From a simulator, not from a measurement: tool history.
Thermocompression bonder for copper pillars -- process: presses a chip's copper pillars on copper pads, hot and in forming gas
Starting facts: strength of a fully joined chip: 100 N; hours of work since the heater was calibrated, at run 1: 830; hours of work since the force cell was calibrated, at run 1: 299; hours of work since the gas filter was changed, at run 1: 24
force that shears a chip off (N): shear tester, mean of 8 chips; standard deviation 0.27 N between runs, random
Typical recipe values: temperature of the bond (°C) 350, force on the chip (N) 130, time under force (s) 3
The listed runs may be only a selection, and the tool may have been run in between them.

run,day,temperature of the bond (°C),force on the chip (N),time under force (s),hours of work since the heater was calibrated,hours of work since the force cell was calibrated,hours of work since the gas filter was changed,force that shears a chip off (N)
1,0,350,130,3,830,299,24,35.9
2,2.95,350,130,3,877,346,71,36.2
3,6.329,350,130,3,931,400,125,36.1
4,9.483,350,130,3,982,450,175,35.7
5,12.208,350,130,3,1025,494,219,35.6
6,16.125,350,130,3,1088,557,282,35.9
7,20.246,350,130,3,1154,623,348,36.3
# day 21.362: heater calibrated with a thermocouple chip
# day 21.683: forming gas filter changed
8,22.142,350,130,3,12,651,7,37.7
9,25.575,321,126,3,67,706,62,29.3
10,28.329,374,168,2,111,750,106,47.4
# day 32.142: force cell calibrated
11,32.417,340,191,4,176,4,171,50.7
12,35.212,347,119,4,220,49,215,35.3

What if the next run were any one of these 3? Each begins from the tool's condition after run 12:
A,37.992,339,103,7,265,94,260,?
B,37.992,350,130,5,265,94,260,?
C,37.992,338,130,3,265,94,260,?

run,force that shears a chip off (N)
A,36.6
B,43
C,32.1
Without the tool's hidden state the same runs would have given:
run,force that shears a chip off (N)
A,37.3
B,43.8
C,32.7
